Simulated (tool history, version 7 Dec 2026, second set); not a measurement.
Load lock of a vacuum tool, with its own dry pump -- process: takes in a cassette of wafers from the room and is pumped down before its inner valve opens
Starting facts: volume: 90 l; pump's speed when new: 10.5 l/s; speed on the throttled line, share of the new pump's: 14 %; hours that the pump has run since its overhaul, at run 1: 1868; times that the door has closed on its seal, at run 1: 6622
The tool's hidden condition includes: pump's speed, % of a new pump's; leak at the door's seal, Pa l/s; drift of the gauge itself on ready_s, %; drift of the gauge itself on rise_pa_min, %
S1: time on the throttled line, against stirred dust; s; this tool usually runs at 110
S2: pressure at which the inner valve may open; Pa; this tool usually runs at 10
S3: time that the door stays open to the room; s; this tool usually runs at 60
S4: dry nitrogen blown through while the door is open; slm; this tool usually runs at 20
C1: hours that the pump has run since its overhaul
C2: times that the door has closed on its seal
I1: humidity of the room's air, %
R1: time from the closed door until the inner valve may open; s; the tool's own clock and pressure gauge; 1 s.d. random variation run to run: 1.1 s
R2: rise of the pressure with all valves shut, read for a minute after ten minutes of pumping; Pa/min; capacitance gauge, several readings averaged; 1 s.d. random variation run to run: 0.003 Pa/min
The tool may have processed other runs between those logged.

run    hour   S1  S2   S3  S4    C1     C2    I1     R1     R2
  1     0.0  110  10   60  20  1868   6622  48.1  176.8  0.069
  2   161.2  110  10   60  20  2030   6808  47.6  177.4  0.068
  3   410.4  110   8   60  20  2279   7096  48.8  179.7  0.072
  4   629.7  110  10   60  22  2498   7349  43.7  178.8  0.064
  5   927.7  149  10   60  22  2796   7692  42.3  214.2  0.070
  6  1240.3  149  10   60  22  3109   8053  44.6  214.2  0.076
  7  1472.2  110  10   60  17  3341   8321  47.4  177.5  0.080
  8  1661.6  110  10   60  20  3530   8539  45.7  180.0  0.079
  9  1893.5  110  10   60  20  3762   8807  48.0  180.4  0.081
 10  2170.2  110  10   60  20  4039   9126  44.2  180.4  0.079
 11  2365.5  110  10   60  20  4234   9351  45.3  180.4  0.087
 12  2605.3  118   8   70  40  4474   9628  43.9  191.5  0.074
 13  2918.4   97  17   60  19  4787   9989  45.7  165.3  0.087
 14  3198.2   97  17   32   6  5067  10312  42.7  165.0  0.095
 15  3441.9   97  11   32   6  5310  10593  49.9  172.0  0.096
 16  3641.2  122   9  209  14  5510  10823  43.5  195.1  0.148
 17  3808.5   85  10   60  20  5677  11016  45.8  164.0  0.097
 18  4098.6  119  10   68  20  5967  11351  44.4  192.1  0.098

Each row is a separate what-if for the run after 18, all from the same tool condition, not one after another. Results?
  A  4402.1   58  11   60  20  6270  11701  43.6   ?   ?
  B  4402.1  119  10   44   4  6270  11701  46.6   ?   ?
  C  4402.1  119  10   68   5  6270  11701  46.0   ?   ?
  D  4402.1  107  13  170  20  6270  11701  42.3   ?   ?

run     R1     R2
  A  142.5  0.107
  B  191.6  0.116
  C  193.0  0.123
  D  179.5  0.127
Stripped of hidden state, with their random variation kept, the same runs would have yielded:
run     R1     R2
  A  130.5  0.040
  B  180.8  0.046
  C  182.2  0.054
  D  169.1  0.060
